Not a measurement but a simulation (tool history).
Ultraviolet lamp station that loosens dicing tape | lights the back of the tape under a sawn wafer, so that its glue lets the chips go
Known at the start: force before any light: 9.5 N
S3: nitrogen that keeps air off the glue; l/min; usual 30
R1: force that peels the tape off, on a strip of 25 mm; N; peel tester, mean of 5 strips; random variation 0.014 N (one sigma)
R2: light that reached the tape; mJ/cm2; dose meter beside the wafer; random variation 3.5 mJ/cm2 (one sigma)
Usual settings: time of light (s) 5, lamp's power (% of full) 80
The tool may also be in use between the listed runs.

{"run": 1, "hour": 0.0, "time of light (s)": 5, "lamp's power (% of full)": 80, "S3": 30, "R1": 0.706, "R2": 570}
{"run": 2, "hour": 33.2, "time of light (s)": 5, "lamp's power (% of full)": 80, "S3": 30, "R1": 0.683, "R2": 572}
{"run": 3, "hour": 90.4, "time of light (s)": 5, "lamp's power (% of full)": 80, "S3": 13, "R1": 1.057, "R2": 568}
{"run": 4, "hour": 140.5, "time of light (s)": 2, "lamp's power (% of full)": 80, "S3": 30, "R1": 3.115, "R2": 227}
{"run": 5, "hour": 171.8, "time of light (s)": 7, "lamp's power (% of full)": 80, "S3": 30, "R1": 0.336, "R2": 797}
{"run": 6, "hour": 208.0, "time of light (s)": 5, "lamp's power (% of full)": 80, "S3": 43, "R1": 0.548, "R2": 570}
{"run": 7, "hour": 262.8, "time of light (s)": 5, "lamp's power (% of full)": 80, "S3": 43, "R1": 0.566, "R2": 569}
{"run": 8, "hour": 322.0, "time of light (s)": 10, "lamp's power (% of full)": 80, "S3": 30, "R1": 0.229, "R2": 1142}
{"run": 9, "hour": 382.4, "time of light (s)": 10, "lamp's power (% of full)": 80, "S3": 30, "R1": 0.213, "R2": 1130}
{"run": 10, "hour": 422.6, "time of light (s)": 5, "lamp's power (% of full)": 80, "S3": 30, "R1": 0.69, "R2": 568}
{"run": 11, "hour": 482.3, "time of light (s)": 5, "lamp's power (% of full)": 80, "S3": 30, "R1": 0.676, "R2": 563}
{"run": 12, "hour": 547.3, "time of light (s)": 5, "lamp's power (% of full)": 80, "S3": 30, "R1": 0.718, "R2": 563}
{"hour": 576.8, "done": "window cleaned of glue's vapour"}
{"run": 13, "hour": 595.6, "time of light (s)": 5, "lamp's power (% of full)": 80, "S3": 30, "R1": 0.685, "R2": 561}
{"run": 14, "hour": 627.4, "time of light (s)": 5, "lamp's power (% of full)": 80, "S3": 30, "R1": 0.689, "R2": 564}
{"run": 15, "hour": 673.7, "time of light (s)": 5, "lamp's power (% of full)": 80, "S3": 30, "R1": 0.694, "R2": 566}
{"hour": 689.7, "done": "lamp changed"}
{"run": 16, "hour": 721.3, "time of light (s)": 5, "lamp's power (% of full)": 80, "S3": 30, "R1": 0.684, "R2": 576}
{"run": 17, "hour": 752.6, "time of light (s)": 5, "lamp's power (% of full)": 80, "S3": 30, "R1": 0.654, "R2": 568}
{"run": 18, "hour": 812.6, "time of light (s)": 4, "lamp's power (% of full)": 78, "S3": 53, "R1": 0.916, "R2": 442}
{"run": 19, "hour": 842.8, "time of light (s)": 3, "lamp's power (% of full)": 88, "S3": 30, "R1": 1.514, "R2": 379}
{"run": 20, "hour": 887.6, "time of light (s)": 3, "lamp's power (% of full)": 68, "S3": 47, "R1": 1.935, "R2": 285}
{"run": 21, "hour": 946.0, "time of light (s)": 4, "lamp's power (% of full)": 64, "S3": 47, "R1": 1.324, "R2": 367}
{"run": 22, "hour": 981.8, "time of light (s)": 9, "lamp's power (% of full)": 64, "S3": 54, "R1": 0.27, "R2": 819}

Forecast run 23:
{"run": 23, "hour": 1043.2, "time of light (s)": 5, "lamp's power (% of full)": 61, "S3": 30, "R1": "?", "R2": "?"}

{"run 23": {"R1": 1.176, "R2": 435}}
Without the tool's hidden state the same run would have given R1 1.171 N, R2 436 mJ/cm2.
